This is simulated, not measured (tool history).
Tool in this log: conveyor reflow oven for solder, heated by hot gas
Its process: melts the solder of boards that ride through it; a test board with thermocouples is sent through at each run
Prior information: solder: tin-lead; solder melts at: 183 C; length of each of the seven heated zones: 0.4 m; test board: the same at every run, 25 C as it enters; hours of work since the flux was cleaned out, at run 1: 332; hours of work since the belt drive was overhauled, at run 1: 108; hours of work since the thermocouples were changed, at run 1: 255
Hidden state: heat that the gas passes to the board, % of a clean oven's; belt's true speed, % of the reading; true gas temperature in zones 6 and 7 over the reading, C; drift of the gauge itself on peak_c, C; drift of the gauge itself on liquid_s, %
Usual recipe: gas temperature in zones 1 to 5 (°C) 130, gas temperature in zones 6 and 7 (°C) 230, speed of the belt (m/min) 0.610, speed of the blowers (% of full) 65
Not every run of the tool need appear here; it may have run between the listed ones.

run  hour  gas temperature in zones 1 to 5 (°C)  gas temperature in zones 6 and 7 (°C)  speed of the belt (m/min)  speed of the blowers (% of full)  hours of work since the flux was cleaned out  hours of work since the belt drive was overhauled  hours of work since the thermocouples were changed  highest temperature of the board (°C)  time above the solder's melting point (s)
  1   0.0                                   130                                    230                      0.610                                65                                           332                                                108                                                 255                                  210.3                                      49.58
  2   4.8                                   144                                    230                      0.610                                65                                           335                                                111                                                 258                                  213.1                                      57.28
  3  10.7                                   130                                    230                      0.654                                65                                           339                                                114                                                 261                                  207.7                                      43.35
  4  14.7                                   130                                    230                      0.654                                65                                           342                                                117                                                 264                                  207.6                                      43.17
  5  19.7                                   130                                    230                      0.654                                65                                           345                                                120                                                 267                                  207.9                                      43.30
  6  26.2                                   130                                    230                      0.654                                65                                           349                                                124                                                 271                                  207.7                                      43.31
     30.8  -- belt drive overhauled, speed set with a stopwatch
  7  39.0                                   140                                    230                      0.610                                65                                           354                                                  5                                                 276                                  212.2                                      55.22
  8  47.6                                   130                                    245                      0.714                                70                                           360                                                 10                                                 282                                  218.4                                      47.90
  9  55.4                                   130                                    245                      0.714                                70                                           364                                                 15                                                 287                                  218.2                                      47.79
 10  63.1                                   130                                    245                      0.714                                70                                           369                                                 20                                                 291                                  218.3                                      47.92
 11  72.1                                   130                                    245                      0.714                                70                                           375                                                 26                                                 297                                  218.3                                      47.85

4 ways to go on from here, each from the tool as it stands after run 11. What would each give?
     82.5  -- belt drive overhauled, speed set with a stopwatch, once more
  A  82.5                                   130                                    245                      0.628                                70                                           379                                                  0                                                 301                                      ?                                          ?
     82.5  -- belt drive overhauled, speed set with a stopwatch, once more
  B  82.5                                   130                                    245                      0.504                                74                                           379                                                  0                                                 301                                      ?                                          ?
     82.5  -- belt drive overhauled, speed set with a stopwatch, once more
  C  82.5                                   140                                    233                      0.610                                52                                           379                                                  0                                                 301                                      ?                                          ?
     82.5  -- belt drive overhauled, speed set with a stopwatch, once more
  D  82.5                                   120                                    221                      0.714                                70                                           379                                                  0                                                 301                                      ?                                          ?

run  highest temperature of the board (°C)  time above the solder's melting point (s)
  A                                  223.2                                      58.38
  B                                  231.7                                      80.31
  C                                  210.3                                      52.05
  D                                  196.2                                      23.68
Take away the tool's hidden state, keep each run's random variation, and the runs would have read:
run  highest temperature of the board (°C)  time above the solder's melting point (s)
  A                                  225.3                                      60.00
  B                                  233.6                                      81.64
  C                                  212.0                                      54.03
  D                                  198.4                                      26.82

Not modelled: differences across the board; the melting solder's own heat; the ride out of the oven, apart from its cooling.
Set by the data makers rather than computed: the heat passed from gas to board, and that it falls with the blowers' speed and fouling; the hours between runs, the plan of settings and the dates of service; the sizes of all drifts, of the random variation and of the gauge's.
